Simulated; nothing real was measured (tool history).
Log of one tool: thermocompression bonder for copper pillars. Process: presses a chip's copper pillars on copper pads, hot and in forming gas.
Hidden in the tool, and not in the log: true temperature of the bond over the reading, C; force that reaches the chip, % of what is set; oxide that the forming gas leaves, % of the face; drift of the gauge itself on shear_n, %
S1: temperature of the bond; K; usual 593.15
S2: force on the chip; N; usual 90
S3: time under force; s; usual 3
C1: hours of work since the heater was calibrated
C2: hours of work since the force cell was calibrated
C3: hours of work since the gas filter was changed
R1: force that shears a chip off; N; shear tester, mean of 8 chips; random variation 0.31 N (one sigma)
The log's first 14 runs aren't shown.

run	hour	S1	S2	S3	C1	C2	C3	R1
# hour 447.1: heater calibrated with a thermocouple chip, once more
15	470.2	593.15	90	7	16	364	364	72.3
# hour 480.6: forming gas filter changed
16	502.3	593.15	90	3	38	386	15	58.5
17	539.8	593.15	90	3	63	411	41	57.7
18	567.1	593.15	90	3	82	430	59	57.6
19	608.7	593.15	90	3	111	459	88	58.1
20	627.3	593.15	65	3	123	471	101	47.2
21	668.1	591.15	65	4	151	499	129	51.6
22	686.2	569.15	79	4	164	512	141	43.5
23	725.2	569.15	79	4	191	539	168	43.2
24	745.9	569.15	79	4	205	553	182	43.5
25	766.3	576.15	95	3	219	567	196	48.4
26	809.7	576.15	95	3	249	597	226	48.6
27	839.5	593.15	101	3	269	617	246	61.9
28	867.4	584.15	101	5	288	636	266	67.0
29	888.6	584.15	101	5	303	651	280	66.8
30	914.0	584.15	101	5	320	668	298	66.7
31	957.7	606.15	90	3	350	698	328	67.2
32	996.2	585.15	55	5	377	725	354	46.6
# hour 1018.4: forming gas filter changed
33	1018.4	585.15	55	5	392	740	0	51.0
34	1052.1	585.15	55	5	415	763	23	50.4
35	1072.2	621.15	55	3	429	777	37	63.8
36	1094.7	616.15	63	2	444	792	52	55.9
37	1116.8	617.15	63	2	459	807	68	57.7
38	1146.6	593.15	90	2	480	828	88	53.2
39	1168.1	593.15	90	2	494	842	103	53.6

3 ways to go on from here, each from the tool as it stands after run 39. What would each give?
A	1190.9	593.15	124	2	510	858	118	?
B	1190.9	566.15	117	6	510	858	118	?
C	1190.9	602.15	57	9	510	858	118	?

run	R1
A	64.5
B	67.9
C	79.2
Without the tool's hidden state the same runs would have given:
run	R1
A	58.8
B	61.4
C	73.2
